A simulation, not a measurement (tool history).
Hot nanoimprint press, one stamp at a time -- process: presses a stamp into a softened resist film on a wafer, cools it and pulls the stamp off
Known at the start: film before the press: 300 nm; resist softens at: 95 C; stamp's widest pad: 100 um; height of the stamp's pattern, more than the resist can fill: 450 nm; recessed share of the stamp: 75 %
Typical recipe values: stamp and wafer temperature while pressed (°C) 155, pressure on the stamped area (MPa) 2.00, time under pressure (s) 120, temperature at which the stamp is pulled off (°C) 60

run   hour  stamp and wafer temperature while pressed (°C)  pressure on the stamped area (MPa)  time under pressure (s)  temperature at which the stamp is pulled off (°C)  resist left under the stamp's widest pad (angstrom)  greatest force while the stamp is pulled off (N)
  1    0.0                                             155                                2.00                      120                                                 60                                                 1618                                             167.9
  2   44.3                                             155                                2.63                      120                                                 60                                                 1454                                             168.9
  3   76.5                                             155                                2.00                      120                                                 51                                                 1616                                             182.3
  4  124.4                                             147                                2.00                      120                                                 60                                                 2312                                             169.0
     164.5  -- stamp cleaned and given a new release coat
  5  193.6                                             147                                2.00                      120                                                 60                                                 2321                                             168.5
  6  233.5                                             147                                2.00                      120                                                 60                                                 2318                                             169.5
  7  283.1                                             147                                2.00                      120                                                 60                                                 2320                                             166.9
     325.0  -- press's hydraulic seals changed and the load cell set to zero
     336.8  -- stamp cleaned and given a new release coat
  8  340.2                                             147                                2.00                      120                                                 60                                                 2322                                             167.2
  9  373.1                                             155                                2.00                      120                                                 60                                                 1625                                             167.8
 10  432.9                                             150                                2.00                      120                                                 67                                                 2081                                             156.3
     501.0  -- stamp cleaned and given a new release coat
 11  501.9                                             144                                2.00                      120                                                 46                                                 2553                                             191.1

For run 12, what comes out?
 12  535.1                                             144                                2.00                      120                                                 46                                                    ?                                                 ?

Logged for run 12: resist left under the stamp's widest pad (angstrom) 2553, greatest force while the stamp is pulled off (N) 191.8.
With no hidden state in the tool, this same run would have given resist left under the stamp's widest pad (angstrom) 2522, greatest force while the stamp is pulled off (N) 191.8.
